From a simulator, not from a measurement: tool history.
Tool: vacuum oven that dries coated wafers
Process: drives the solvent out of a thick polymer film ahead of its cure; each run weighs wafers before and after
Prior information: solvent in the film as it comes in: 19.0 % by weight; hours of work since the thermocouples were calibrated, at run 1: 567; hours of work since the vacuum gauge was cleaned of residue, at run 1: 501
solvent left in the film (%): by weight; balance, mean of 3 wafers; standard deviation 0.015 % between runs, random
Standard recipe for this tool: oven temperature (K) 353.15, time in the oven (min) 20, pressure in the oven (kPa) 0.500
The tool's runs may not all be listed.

| run | hour | oven temperature (K) | time in the oven (min) | pressure in the oven (kPa) | hours of work since the thermocouples were calibrated | hours of work since the vacuum gauge was cleaned of residue | solvent left in the film (%) |
|---|---|---|---|---|---|---|---|
| 1 | 0.0 | 353.15 | 20 | 0.500 | 567 | 501 | 4.13 |
| 2 | 43.8 | 353.15 | 20 | 0.500 | 587 | 521 | 4.10 |
| 3 | 128.6 | 353.15 | 27 | 0.500 | 625 | 559 | 2.63 |
| 4 | 206.5 | 353.15 | 20 | 0.500 | 660 | 594 | 4.05 |
| 5 | 253.6 | 353.15 | 20 | 0.500 | 681 | 616 | 4.07 |
| 6 | 327.8 | 353.15 | 20 | 0.500 | 715 | 649 | 4.08 |
| 7 | 376.6 | 353.15 | 20 | 0.500 | 736 | 671 | 4.08 |
| 8 | 436.6 | 353.15 | 20 | 0.500 | 763 | 698 | 4.04 |
| 9 | 509.9 | 353.15 | 20 | 0.500 | 797 | 731 | 4.05 |
| 10 | 577.1 | 353.15 | 20 | 0.500 | 827 | 761 | 4.04 |
| 11 | 638.8 | 353.15 | 27 | 0.500 | 855 | 789 | 2.58 |
|  | 669.5 | oven's thermocouples calibrated |
| 12 | 696.8 | 366.15 | 20 | 0.500 | 12 | 814 | 1.79 |
| 13 | 757.0 | 366.15 | 20 | 0.500 | 39 | 841 | 1.79 |
| 14 | 820.1 | 366.15 | 20 | 0.500 | 68 | 870 | 1.77 |
| 15 | 910.7 | 366.15 | 20 | 0.500 | 109 | 911 | 1.78 |
| 16 | 978.7 | 366.15 | 20 | 0.500 | 139 | 941 | 1.77 |
| 17 | 1039.1 | 361.15 | 20 | 0.500 | 166 | 969 | 2.63 |
| 18 | 1088.5 | 353.15 | 20 | 0.402 | 189 | 991 | 4.27 |
| 19 | 1180.7 | 353.15 | 20 | 0.500 | 230 | 1032 | 4.32 |
| 20 | 1261.0 | 353.15 | 20 | 0.500 | 266 | 1068 | 4.29 |
| 21 | 1324.0 | 353.15 | 20 | 0.500 | 295 | 1097 | 4.28 |
| 22 | 1405.6 | 353.15 | 20 | 0.500 | 332 | 1134 | 4.27 |
| 23 | 1444.5 | 353.15 | 20 | 0.500 | 349 | 1151 | 4.30 |
| 24 | 1520.4 | 353.15 | 20 | 0.500 | 383 | 1185 | 4.22 |
| 25 | 1570.6 | 349.15 | 20 | 0.500 | 406 | 1208 | 5.23 |
| 26 | 1648.6 | 359.15 | 10 | 0.587 | 441 | 1243 | 6.63 |
| 27 | 1720.4 | 359.15 | 10 | 0.587 | 473 | 1275 | 6.61 |
| 28 | 1802.4 | 353.15 | 15 | 1.194 | 510 | 1312 | 6.00 |
| 29 | 1882.0 | 355.15 | 14 | 0.600 | 546 | 1348 | 5.72 |
| 30 | 1932.0 | 346.15 | 12 | 0.565 | 569 | 1371 | 8.67 |
| 31 | 1992.1 | 353.15 | 20 | 0.943 | 596 | 1398 | 4.36 |
| 32 | 2048.0 | 340.15 | 29 | 0.500 | 621 | 1423 | 5.43 |
| 33 | 2127.1 | 363.15 | 16 | 0.251 | 657 | 1459 | 3.05 |
| 34 | 2170.5 | 341.15 | 18 | 0.500 | 676 | 1478 | 7.73 |
| 35 | 2210.2 | 353.15 | 25 | 0.500 | 694 | 1496 | 3.05 |
| 36 | 2293.5 | 353.15 | 20 | 1.097 | 731 | 1533 | 4.33 |
| 37 | 2370.8 | 353.15 | 20 | 0.301 | 766 | 1568 | 4.05 |
| 38 | 2412.0 | 355.15 | 29 | 0.277 | 785 | 1587 | 1.93 |
| 39 | 2481.2 | 346.15 | 20 | 0.871 | 816 | 1618 | 6.02 |
| 40 | 2542.6 | 346.15 | 20 | 0.871 | 844 | 1646 | 5.98 |
| 41 | 2584.5 | 361.15 | 27 | 0.871 | 863 | 1665 | 1.47 |
|  | 2601.2 | oven's thermocouples calibrated |
| 42 | 2629.2 | 364.15 | 20 | 0.640 | 13 | 1684 | 2.19 |
| 43 | 2670.1 | 364.15 | 20 | 0.640 | 31 | 1702 | 2.19 |
| 44 | 2725.9 | 364.15 | 20 | 0.640 | 56 | 1727 | 2.18 |
| 45 | 2791.4 | 364.15 | 20 | 0.640 | 86 | 1757 | 2.16 |
|  | 2851.4 | vacuum gauge cleaned of residue and calibrated |
| 46 | 2864.8 | 353.15 | 24 | 1.814 | 118 | 6 | 3.83 |

Branching from run 46: 5 alternative next runs. What would each branch give?
| A | 2950.2 | 353.15 | 13 | 0.500 | 156 | 44 | ? |
| B | 2950.2 | 352.15 | 27 | 1.972 | 156 | 44 | ? |
| C | 2950.2 | 353.15 | 29 | 0.435 | 156 | 44 | ? |
| D | 2950.2 | 343.15 | 24 | 0.839 | 156 | 44 | ? |
| E | 2950.2 | 353.15 | 21 | 1.814 | 156 | 44 | ? |

| run | solvent left in the film (%) |
|---|---|
| A | 6.66 |
| B | 3.57 |
| C | 2.42 |
| D | 5.94 |
| E | 4.51 |
Without the tool's hidden state the same runs would have given:
| run | solvent left in the film (%) |
|---|---|
| A | 6.74 |
| B | 3.63 |
| C | 2.48 |
| D | 6.02 |
| E | 4.58 |
